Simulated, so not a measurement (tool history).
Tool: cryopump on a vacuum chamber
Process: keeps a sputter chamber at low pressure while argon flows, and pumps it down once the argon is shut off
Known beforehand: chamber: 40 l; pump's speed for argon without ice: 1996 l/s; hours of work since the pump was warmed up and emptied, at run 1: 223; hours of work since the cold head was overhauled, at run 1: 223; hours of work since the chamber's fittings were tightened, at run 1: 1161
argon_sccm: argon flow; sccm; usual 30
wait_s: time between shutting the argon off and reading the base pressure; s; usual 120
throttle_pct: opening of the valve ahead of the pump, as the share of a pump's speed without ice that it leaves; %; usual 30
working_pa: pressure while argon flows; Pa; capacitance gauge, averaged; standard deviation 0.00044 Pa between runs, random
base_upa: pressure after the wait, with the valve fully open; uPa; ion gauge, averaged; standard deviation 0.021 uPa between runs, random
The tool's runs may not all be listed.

run   hour  argon_sccm  wait_s  throttle_pct  hours of work since the pump was warmed up and emptied  hours of work since the cold head was overhauled  hours of work since the chamber's fittings were tightened  working_pa  base_upa
  1      0          30     120            30                                                     223                                               223                                                       1161      0.0874      0.71
  2   39.8          30     120            30                                                     243                                               243                                                       1181      0.0873      0.75
  3     84          30     120            30                                                     266                                               266                                                       1204      0.0887      0.74
  4  111.9          30     120            30                                                     280                                               280                                                       1218      0.0881      0.76
  5  136.1          30     120            30                                                     293                                               293                                                       1231      0.0877      0.73
  6  185.1          30     120            28                                                     318                                               318                                                       1256       0.095      0.77
  7  209.8          30     120            28                                                     331                                               331                                                       1269      0.0951      0.75
  8  238.9          30     120            30                                                     346                                               346                                                       1284      0.0894       0.8
  9  270.5          30     120            30                                                     362                                               362                                                       1300      0.0895      0.77
     287.1  -- pump warmed up, emptied and cooled again
 10  303.4          13      91            36                                                       8                                               377                                                       1314      0.0304      0.82
 11  351.5          13      91            36                                                      33                                               401                                                       1339      0.0305      0.83
 12    406          32      91            15                                                      61                                               429                                                       1367      0.1806      0.88
 13  438.4          26     120            21                                                      78                                               446                                                       1384       0.105       0.7
 14  461.5          26     120            21                                                      90                                               458                                                       1396      0.1057      0.72
 15  511.7          13      29            30                                                     116                                               484                                                       1422      0.0377      1.92
 16  562.2          13      29            16                                                     142                                               510                                                       1448      0.0692      1.89
     567.1  -- leaking fittings of the chamber tightened, without venting
 17  587.5          13      29            16                                                     154                                               522                                                         11      0.0696      1.73

Consider 4 possible next runs. They are alternatives, not a sequence: every one starts from the tool as it was left by run 17. What does each give?
  A  641.3          16     120            30                                                     181                                               550                                                         38           ?         ?
  B  641.3          16      52            31                                                     181                                               550                                                         38           ?         ?
  C  641.3          16      74            34                                                     181                                               550                                                         38           ?         ?
  D  641.3          30     219            22                                                     181                                               550                                                         38           ?         ?

run  working_pa  base_upa
  A      0.0461      0.53
  B      0.0452      1.04
  C      0.0407      0.75
  D      0.1178      0.38
The same runs, with their run-to-run variation unchanged, on a tool lacking any hidden condition would have given:
run  working_pa  base_upa
  A      0.0449       0.5
  B      0.0441      1.01
  C      0.0396      0.71
  D      0.1156      0.34
